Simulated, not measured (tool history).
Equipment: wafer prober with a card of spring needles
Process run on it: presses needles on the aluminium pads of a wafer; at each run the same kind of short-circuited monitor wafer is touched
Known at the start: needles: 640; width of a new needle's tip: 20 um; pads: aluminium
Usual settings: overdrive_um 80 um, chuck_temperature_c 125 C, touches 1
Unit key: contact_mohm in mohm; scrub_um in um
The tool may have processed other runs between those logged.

run,hour,overdrive_um,chuck_temperature_c,touches,contact_mohm,scrub_um
1,0,80,125,1,304,13.41
# hour 11: tips cleaned on abrasive film
2,13.2,80,125,1,303,13.39
# hour 16.1: height of the first contact set anew
# hour 24.7: tips cleaned on abrasive film
3,27.7,80,125,1,301,13.39
# hour 38.1: tips cleaned on abrasive film
4,43.9,80,125,1,302,13.35
# hour 51.8: tips cleaned on abrasive film
5,61.2,80,58,1,285,13.37
# hour 66: tips cleaned on abrasive film
6,78.3,80,125,1,304,13.33
# hour 79.3: tips cleaned on abrasive film
# hour 93.8: tips cleaned on abrasive film
7,95.9,80,125,1,302,13.3
8,105.4,80,125,1,302,13.29
# hour 107.4: tips cleaned on abrasive film
# hour 121.4: tips cleaned on abrasive film
9,123.3,80,125,2,300,13.29
# hour 135.4: tips cleaned on abrasive film
10,135.4,80,125,2,305,13.27
11,144.4,80,125,2,300,13.26
# hour 148.8: tips cleaned on abrasive film
# hour 153.6: gauge calibrated
12,160.6,94,72,2,283,15.75
# hour 162.3: tips cleaned on abrasive film
# hour 175.9: tips cleaned on abrasive film
13,178.4,67,125,1,308,11.24
# hour 189.3: tips cleaned on abrasive film
14,189.3,67,125,1,306,11.21
# hour 198.2: height of the first contact set anew
# hour 203.8: tips cleaned on abrasive film
15,203.8,67,125,1,309,11.16
# hour 217.6: tips cleaned on abrasive film
16,221.4,79,62,1,284,13.18
# hour 232: tips cleaned on abrasive film
17,239.7,98,65,2,282,16.32
# hour 245.9: tips cleaned on abrasive film
18,255.9,91,65,3,285,15.12
# hour 259.5: tips cleaned on abrasive film
19,264.3,85,78,1,287,14.12
# hour 273.9: tips cleaned on abrasive film
20,276.8,80,65,1,283,13.28
# hour 288.5: tips cleaned on abrasive film
21,289.6,80,113,1,299,13.27

Alternative continuations, all from the tool just after run 21; predict every row:
A,299.5,80,108,2,?,?
B,299.5,80,113,2,?,?
C,299.5,80,39,1,?,?
D,299.5,80,125,2,?,?

run,contact_mohm,scrub_um
A,299,13.25
B,299,13.26
C,273,13.28
D,302,13.27
With the hidden condition removed and each run's random variation left untouched, the same runs would have given:
run,contact_mohm,scrub_um
A,298,13.4
B,299,13.4
C,272,13.43
D,302,13.41

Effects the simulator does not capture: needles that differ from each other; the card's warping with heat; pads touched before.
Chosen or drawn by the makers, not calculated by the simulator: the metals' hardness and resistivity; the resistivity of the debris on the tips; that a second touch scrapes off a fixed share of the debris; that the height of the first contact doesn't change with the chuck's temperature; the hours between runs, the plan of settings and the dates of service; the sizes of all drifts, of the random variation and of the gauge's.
